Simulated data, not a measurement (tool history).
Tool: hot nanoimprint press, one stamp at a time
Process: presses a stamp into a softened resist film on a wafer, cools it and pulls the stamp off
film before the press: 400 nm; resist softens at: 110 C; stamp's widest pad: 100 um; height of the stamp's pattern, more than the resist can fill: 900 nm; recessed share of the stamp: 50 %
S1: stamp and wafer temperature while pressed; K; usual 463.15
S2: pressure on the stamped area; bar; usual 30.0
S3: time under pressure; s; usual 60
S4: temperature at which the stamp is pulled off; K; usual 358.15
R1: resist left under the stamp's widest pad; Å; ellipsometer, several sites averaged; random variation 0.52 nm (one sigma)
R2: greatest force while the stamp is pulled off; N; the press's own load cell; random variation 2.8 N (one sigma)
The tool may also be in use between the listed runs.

run     day      S1    S2   S3      S4    R1   R2
  1   0.000  463.15  30.0   60  358.15  1410  182
      1.750  -- press's hydraulic seals changed and the load cell set to zero
  2   1.875  463.15  30.0   60  358.15  1355  184
  3   3.479  463.15  30.0   60  358.15  1356  184
      3.996  -- plate thermocouple calibrated
      5.404  -- stamp cleaned and given a new release coat
  4   6.154  463.15  33.9   60  358.15  1241  129
  5   8.533  463.15  33.9   60  358.15  1256  131
  6  11.142  463.15  33.9   60  358.15  1243  136
  7  14.033  463.15  30.0   60  349.15  1327  155
  8  16.658  463.15  30.0   60  349.15  1324  155
     17.575  -- plate thermocouple calibrated, once more
  9  18.392  463.15  30.0   60  349.15  1430  166
 10  20.254  463.15  30.0   60  349.15  1430  166
 11  22.262  473.15  30.0   60  358.15  1140  163
 12  24.754  463.15  34.3   60  358.15  1332  166
 13  26.296  463.15  30.0   60  358.15  1426  169
 14  28.796  463.15  30.0   60  358.15  1426  169
 15  30.433  453.15  30.0   60  358.15  1812  165
 16  32.025  453.15  30.0   60  358.15  1822  173
 17  33.771  453.15  30.0   60  358.15  1829  174
 18  35.533  454.15  19.3   60  358.15  2181  175
 19  37.838  454.15  19.3   60  358.15  2173  184
     40.846  -- stamp cleaned and given a new release coat
 20  41.367  464.15  28.4   96  358.15  1187  133
 21  42.808  473.15  23.5   60  358.15  1288  128
 22  44.912  463.15  38.3   60  358.15  1240  134
 23  46.721  463.15  34.0   98  348.15  1095  151
 24  48.092  466.15  30.0   95  343.15  1096  164
 25  51.096  469.15  25.2   60  358.15  1341  143
     51.871  -- plate thermocouple calibrated
     53.571  -- press's hydraulic seals changed and the load cell set to zero
 26  54.412  452.15  21.5   44  350.15  2425  169
 27  56.212  452.15  21.5   44  350.15  2409  169
 28  59.608  452.15  32.0   60  356.15  1796  165
 29  62.875  452.15  35.5  113  356.15  1348  173

Hidden state or all else? Some run-to-run changes of R1, split into what the settings, what came in and random variation would give without the hidden state, and what is left for the hidden state (with any gauge scatter that isn't in both results):
The hidden state here: true temperature over the reading, C; pressure that arrives at the usual setting, %; grip of the stamp's worn release coat, % over a new coat's; drift of the gauge itself on residual_nm, %; drift of the gauge itself on pull_off_n, %.
Run 1 -> 2: press's hydraulic seals changed and the load cell set to zero. R1 -55 Å: hidden state -47, all else -8.
Run 8 -> 9: plate thermocouple calibrated, once more. R1 +106 Å: hidden state +109, all else -3.
Run 19 -> 20: S1 454.15 -> 464.15, S2 19.3 -> 28.4, S3 60 -> 96, stamp cleaned and given a new release coat. R1 -986 Å: hidden state +21, all else -1007.
Run 25 -> 26: S1 469.15 -> 452.15, S2 25.2 -> 21.5, S3 60 -> 44, S4 358.15 -> 350.15, plate thermocouple calibrated, press's hydraulic seals changed and the load cell set to zero. R1 +1084 Å: hidden state +11, all else +1073.

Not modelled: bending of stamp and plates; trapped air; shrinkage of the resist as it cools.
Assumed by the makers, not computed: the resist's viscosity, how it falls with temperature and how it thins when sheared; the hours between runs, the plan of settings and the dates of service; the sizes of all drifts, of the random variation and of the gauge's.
